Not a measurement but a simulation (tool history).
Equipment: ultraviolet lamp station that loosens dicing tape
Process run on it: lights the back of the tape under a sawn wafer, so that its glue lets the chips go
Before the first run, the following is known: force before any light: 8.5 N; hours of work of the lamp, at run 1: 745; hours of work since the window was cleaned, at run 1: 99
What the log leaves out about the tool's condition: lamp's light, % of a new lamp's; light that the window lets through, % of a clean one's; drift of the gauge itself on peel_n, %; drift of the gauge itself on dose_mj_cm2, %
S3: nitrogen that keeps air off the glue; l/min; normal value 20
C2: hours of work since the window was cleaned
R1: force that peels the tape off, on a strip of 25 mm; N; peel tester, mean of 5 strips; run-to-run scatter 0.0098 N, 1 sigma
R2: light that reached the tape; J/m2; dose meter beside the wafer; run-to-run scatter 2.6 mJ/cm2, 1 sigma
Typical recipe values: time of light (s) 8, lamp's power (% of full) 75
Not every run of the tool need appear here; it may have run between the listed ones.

Run 1, hour 0: usual settings; hours of work of the lamp 745; C2 99. Result: R1 0.625 N, R2 2630 J/m2.
Run 2, hour 34.3: usual settings; hours of work of the lamp 765; C2 119. Result: R1 0.663 N, R2 2660 J/m2.
Run 3, hour 54.7: usual settings; hours of work of the lamp 776; C2 131. Result: R1 0.662 N, R2 2550 J/m2.
Run 4, hour 84: usual settings; hours of work of the lamp 793; C2 148. Result: R1 0.647 N, R2 2570 J/m2.
Run 5, hour 123.8: usual settings but time of light (s) 6; hours of work of the lamp 817; C2 171. Result: R1 1.166 N, R2 1870 J/m2.
Run 6, hour 154.4: usual settings; hours of work of the lamp 834; C2 189. Result: R1 0.713 N, R2 2460 J/m2.
Run 7, hour 186.8: usual settings; hours of work of the lamp 853; C2 208. Result: R1 0.736 N, R2 2430 J/m2.
Run 8, hour 211.3: usual settings but lamp's power (% of full) 64; hours of work of the lamp 867; C2 222. Result: R1 1.027 N, R2 2070 J/m2.
Run 9, hour 236.6: usual settings but lamp's power (% of full) 64; hours of work of the lamp 882; C2 237. Result: R1 1.068 N, R2 2020 J/m2.
At hour 239.9: window cleaned of glue's vapour.
Run 10, hour 259.9: usual settings but lamp's power (% of full) 93; hours of work of the lamp 895; C2 12. Result: R1 0.385 N, R2 3380 J/m2.
Run 11, hour 282.6: usual settings; hours of work of the lamp 909; C2 25. Result: R1 0.587 N, R2 2700 J/m2.
Run 12, hour 322.6: usual settings; hours of work of the lamp 932; C2 48. Result: R1 0.614 N, R2 2660 J/m2.
Run 13, hour 350.6: usual settings but S3 8 l/min; hours of work of the lamp 948; C2 64. Result: R1 1.275 N, R2 2630 J/m2.
Run 14, hour 381.9: usual settings but S3 25 l/min; hours of work of the lamp 966; C2 83. Result: R1 0.563 N, R2 2560 J/m2.
Run 15, hour 412.3: usual settings but S3 25 l/min; hours of work of the lamp 984; C2 100. Result: R1 0.589 N, R2 2530 J/m2.
Run 16, hour 432.8: usual settings but S3 25 l/min; hours of work of the lamp 996; C2 112. Result: R1 0.588 N, R2 2520 J/m2.
Run 17, hour 473: usual settings but S3 25 l/min; hours of work of the lamp 1019; C2 135. Result: R1 0.619 N, R2 2510 J/m2.
Run 18, hour 504.2: usual settings but S3 25 l/min; hours of work of the lamp 1037; C2 154. Result: R1 0.609 N, R2 2420 J/m2.
Run 19, hour 535.1: usual settings but S3 25 l/min; hours of work of the lamp 1055; C2 172. Result: R1 0.651 N, R2 2430 J/m2.
Run 20, hour 580.6: usual settings but lamp's power (% of full) 84; hours of work of the lamp 1082; C2 198. Result: R1 0.627 N, R2 2610 J/m2.
Run 21, hour 616.1: usual settings but lamp's power (% of full) 84; hours of work of the lamp 1103; C2 219. Result: R1 0.671 N, R2 2570 J/m2.
Run 22, hour 636.9: usual settings but time of light (s) 6, lamp's power (% of full) 87, S3 21 l/min; hours of work of the lamp 1115; C2 231. Result: R1 1.045 N, R2 1970 J/m2.
At hour 650.4: window cleaned of glue's vapour.
Run 23, hour 664.4: usual settings but time of light (s) 6, lamp's power (% of full) 87, S3 21 l/min; hours of work of the lamp 1130; C2 8. Result: R1 0.81 N, R2 2290 J/m2.
Run 24, hour 692.3: usual settings but time of light (s) 6, lamp's power (% of full) 87, S3 7 l/min; hours of work of the lamp 1146; C2 24. Result: R1 1.704 N, R2 2250 J/m2.
Run 25, hour 724: usual settings but time of light (s) 6, lamp's power (% of full) 87, S3 36 l/min; hours of work of the lamp 1165; C2 43. Result: R1 0.623 N, R2 2190 J/m2.
Run 26, hour 769.8: usual settings but time of light (s) 6, lamp's power (% of full) 87, S3 16 l/min; hours of work of the lamp 1192; C2 69. Result: R1 1.044 N, R2 2140 J/m2.
Run 27, hour 793.4: usual settings but time of light (s) 6, lamp's power (% of full) 64, S3 16 l/min; hours of work of the lamp 1205; C2 83. Result: R1 1.779 N, R2 1550 J/m2.
Run 28, hour 833.2: usual settings but lamp's power (% of full) 78, S3 16 l/min; hours of work of the lamp 1228; C2 106. Result: R1 0.852 N, R2 2540 J/m2.
Run 29, hour 862.7: usual settings but lamp's power (% of full) 77, S3 19 l/min; hours of work of the lamp 1246; C2 123. Result: R1 0.716 N, R2 2500 J/m2.
Run 30, hour 900.5: usual settings but lamp's power (% of full) 77, S3 19 l/min; hours of work of the lamp 1268; C2 145. Result: R1 0.794 N, R2 2410 J/m2.
Run 31, hour 929: usual settings but lamp's power (% of full) 61, S3 7 l/min; hours of work of the lamp 1284; C2 162. Result: R1 2.238 N, R2 1890 J/m2.
Run 32, hour 949.7: usual settings but time of light (s) 11, lamp's power (% of full) 69, S3 9 l/min; hours of work of the lamp 1296; C2 174. Result: R1 0.97 N, R2 2890 J/m2.
Run 33, hour 994.9: usual settings but lamp's power (% of full) 71, S3 6 l/min; hours of work of the lamp 1322; C2 200. Result: R1 2.111 N, R2 2120 J/m2.
Run 34, hour 1026.6: usual settings but lamp's power (% of full) 71, S3 6 l/min; hours of work of the lamp 1341; C2 219. Result: R1 2.131 N, R2 2090 J/m2.
At hour 1060.8: window cleaned of glue's vapour.
Run 35, hour 1066.7: usual settings but lamp's power (% of full) 62, S3 8 l/min; hours of work of the lamp 1364; C2 3. Result: R1 1.773 N, R2 2080 J/m2.
Run 36, hour 1111.4: usual settings but time of light (s) 7, lamp's power (% of full) 62, S3 6 l/min; hours of work of the lamp 1390; C2 29. Result: R1 2.576 N, R2 1780 J/m2.
Run 37, hour 1130.5: usual settings but time of light (s) 15, lamp's power (% of full) 91; hours of work of the lamp 1401; C2 40. Result: R1 0.242 N, R2 5550 J/m2.
Run 38, hour 1166.1: usual settings but lamp's power (% of full) 79; hours of work of the lamp 1422; C2 61. Result: R1 0.662 N, R2 2550 J/m2.
Run 39, hour 1189: usual settings but lamp's power (% of full) 79; hours of work of the lamp 1435; C2 75. Result: R1 0.705 N, R2 2490 J/m2.
Run 40, hour 1219.3: usual settings but lamp's power (% of full) 79; hours of work of the lamp 1453; C2 92. Result: R1 0.725 N, R2 2460 J/m2.
Run 41, hour 1265.4: usual settings but lamp's power (% of full) 79; hours of work of the lamp 1479; C2 119. Result: R1 0.716 N, R2 2390 J/m2.
Run 42, hour 1288.5: usual settings but time of light (s) 4, lamp's power (% of full) 60, S3 31 l/min; hours of work of the lamp 1493; C2 132. Result: R1 2.663 N, R2 910 J/m2.

5 ways to go on from here, each from the tool as it stands after run 42. What would each give?
Run A, hour 1312.1: usual settings but lamp's power (% of full) 71, S3 31 l/min; hours of work of the lamp 1507; C2 146. Result: R1 ?, R2 ?.
Run B, hour 1312.1: usual settings but lamp's power (% of full) 60, S3 31 l/min; hours of work of the lamp 1507; C2 146. Result: R1 ?, R2 ?.
Run C, hour 1312.1: usual settings but time of light (s) 6, S3 17 l/min; hours of work of the lamp 1507; C2 146. Result: R1 ?, R2 ?.
Run D, hour 1312.1: usual settings but time of light (s) 5, lamp's power (% of full) 78, S3 10 l/min; hours of work of the lamp 1507; C2 146. Result: R1 ?, R2 ?.
Run E, hour 1312.1: usual settings but time of light (s) 7, lamp's power (% of full) 78, S3 27 l/min; hours of work of the lamp 1507; C2 146. Result: R1 ?, R2 ?.

run     R1    R2
  A  0.724  2140
  B  0.984  1800
  C  1.617  1690
  D   2.62  1450
  E   0.85  2020
Stripped of hidden state, with their random variation kept, the same runs would have yielded:
run     R1    R2
  A  0.363  3110
  B  0.476  2620
  C  0.832  2460
  D  1.568  2120
  E  0.415  2950
